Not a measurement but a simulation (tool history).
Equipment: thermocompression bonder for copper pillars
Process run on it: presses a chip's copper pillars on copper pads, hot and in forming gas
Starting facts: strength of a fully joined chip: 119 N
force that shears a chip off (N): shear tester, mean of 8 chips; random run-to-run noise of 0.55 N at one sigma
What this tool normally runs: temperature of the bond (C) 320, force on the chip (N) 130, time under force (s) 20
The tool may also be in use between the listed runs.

run    hour  temperature of the bond (C)  force on the chip (N)  time under force (s)  force that shears a chip off (N)
  1       0                          320                    130                    20                              50.5
  2    69.7                          320                    130                    20                              48.7
  3   104.4                          320                    130                    20                              48.4
  4   170.3                          320                    109                    20                              39.4
  5   227.2                          320                    109                    20                              39.4
  6   290.2                          320                    104                    20                              35.3
      308.7  -- forming gas filter changed
  7   359.9                          320                    130                    20                              50.5
  8   433.6                          320                    188                    20                              69.4
  9   481.6                          320                    129                    20                                47
 10   541.9                          320                    130                    20                              47.1
 11   617.6                          320                    130                    40                              59.4
 12   677.2                          320                    130                    40                              57.3
        712  -- heater calibrated with a thermocouple chip
 13   716.5                          320                    130                    20                              51.2
      761.5  -- forming gas filter changed
 14   769.8                          340                    130                    20                              67.7
 15   818.3                          299                    130                    20                              42.4
 16   876.6                          299                    130                    20                                42
 17   937.3                          299                    130                    20                              40.9
 18  1004.9                          322                    130                    20                              53.1
 19  1072.8                          320                    116                    31                              53.1
 20  1130.6                          320                    130                    10                              38.7
 21  1178.9                          320                    184                    26                              71.9
       1209  -- forming gas filter changed
 22  1223.3                          320                    184                    37                              86.6
 23  1294.5                          337                    158                    11                              61.3
 24  1325.5                          337                    158                    11                              60.6
 25  1370.6                          347                    194                    20                              89.4
 26  1418.3                          347                    194                    20                              88.2
 27  1452.2                          347                    194                    20                              88.3
 28  1514.2                          320                    130                    12                              40.2
 29  1564.9                          313                    132                    44                              59.6
 30  1604.3                          313                    132                    44                              58.1
 31  1650.4                          339                    130                    44                              71.4
     1656.5  -- forming gas filter changed
     1679.5  -- force cell calibrated
 32  1724.6                          323                    130                    21                              50.2
 33  1763.1                          323                    130                    21                              48.6
 34  1813.8                          323                    130                    21                              47.7
 35  1886.2                          320                    130                    34                              54.4

5 options for the next run, each taken on its own from the tool as it stands now. Forecast them:
     1952.6  -- heater calibrated with a thermocouple chip
  A  1956.1                          349                     91                    17                                 ?
     1952.6  -- heater calibrated with a thermocouple chip
  B  1956.1                          308                    130                    34                                 ?
     1952.6  -- heater calibrated with a thermocouple chip
  C  1956.1                          291                    130                    25                                 ?
     1952.6  -- heater calibrated with a thermocouple chip
  D  1956.1                          294                     80                    18                                 ?
     1952.6  -- heater calibrated with a thermocouple chip
  E  1956.1                          320                    130                    18                                 ?

run  force that shears a chip off (N)
  A                              44.7
  B                              52.4
  C                                38
  D                                19
  E                              47.7
Take away the tool's hidden state, keep each run's random variation, and the runs would have read:
run  force that shears a chip off (N)
  A                              47.9
  B                              56.2
  C                              40.8
  D                              20.5
  E                              51.1

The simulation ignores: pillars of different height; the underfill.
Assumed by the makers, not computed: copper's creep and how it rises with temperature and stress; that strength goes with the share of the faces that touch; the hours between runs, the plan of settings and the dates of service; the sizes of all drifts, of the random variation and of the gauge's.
